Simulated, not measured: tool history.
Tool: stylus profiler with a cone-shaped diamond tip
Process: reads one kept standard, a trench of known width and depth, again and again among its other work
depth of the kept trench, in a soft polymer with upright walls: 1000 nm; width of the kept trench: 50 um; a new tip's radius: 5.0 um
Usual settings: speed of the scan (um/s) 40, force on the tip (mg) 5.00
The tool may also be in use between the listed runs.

| run | hour | speed of the scan (um/s) | force on the tip (mg) | depth of the trench (angstrom) | width of the trench's floor (µm) |
|---|---|---|---|---|---|
| 1 | 0.0 | 40 | 5.00 | 10133.6 | 41.41 |
| 2 | 89.2 | 72 | 5.00 | 10139.4 | 41.22 |
| 3 | 141.9 | 72 | 5.00 | 10141.4 | 41.16 |
| 4 | 198.4 | 72 | 5.00 | 10147.2 | 41.06 |
| 5 | 271.6 | 15 | 5.00 | 10143.8 | 41.21 |
| 6 | 328.6 | 15 | 5.00 | 10147.4 | 41.15 |
| 7 | 399.5 | 15 | 5.00 | 10147.1 | 41.02 |
| 8 | 453.6 | 22 | 5.00 | 10149.7 | 41.07 |
| 9 | 499.7 | 22 | 5.00 | 10147.8 | 40.93 |
| 10 | 579.1 | 22 | 5.00 | 10149.5 | 40.82 |
| 11 | 643.7 | 22 | 5.87 | 10162.3 | 40.81 |
| 12 | 702.5 | 22 | 5.87 | 10162.9 | 40.75 |
| 13 | 774.4 | 22 | 5.87 | 10165.4 | 40.65 |
| 14 | 858.0 | 40 | 5.00 | 10158.3 | 40.55 |
| 15 | 929.8 | 40 | 5.00 | 10153.2 | 40.47 |
| 16 | 1007.2 | 40 | 5.00 | 10151.9 | 40.36 |
| 17 | 1049.4 | 40 | 5.00 | 10109.1 | 43.74 |
| 18 | 1110.2 | 28 | 7.58 | 10140.6 | 43.75 |
| 19 | 1176.8 | 28 | 7.58 | 10142.1 | 43.58 |
| 20 | 1221.8 | 34 | 7.29 | 10141.5 | 43.60 |
| 21 | 1296.7 | 34 | 7.29 | 10143.7 | 43.46 |
| 22 | 1390.9 | 39 | 2.57 | 10077.6 | 43.25 |
| 23 | 1452.4 | 63 | 9.20 | 10163.6 | 43.22 |
| 24 | 1513.3 | 67 | 1.70 | 10056.9 | 42.94 |
| 25 | 1570.0 | 39 | 5.28 | 10121.4 | 43.12 |
| 26 | 1628.8 | 40 | 2.07 | 10066.4 | 42.92 |
| 27 | 1703.3 | 40 | 2.07 | 10070.7 | 42.81 |
| 28 | 1799.1 | 121 | 7.99 | 10160.0 | 42.63 |
| 29 | 1897.2 | 80 | 5.64 | 10133.3 | 42.56 |
| 30 | 1985.6 | 57 | 3.08 | 10093.0 | 42.50 |

Not shown: 1 entry that the log had between the listed runs. Between which runs, and how does the tool's hidden state differ before and after?
Between runs 16 and 17: new tip fitted, height scale calibrated (hour 1047.7)
  radius of the tip, um: 11.7 -> 5.13; height scale over the true one, %: 0.504 -> 0.006
  measured less the result without the state, depth of the trench (angstrom): +50.9 -> +0.5; width of the trench's floor (µm): -3.47 -> -0.09
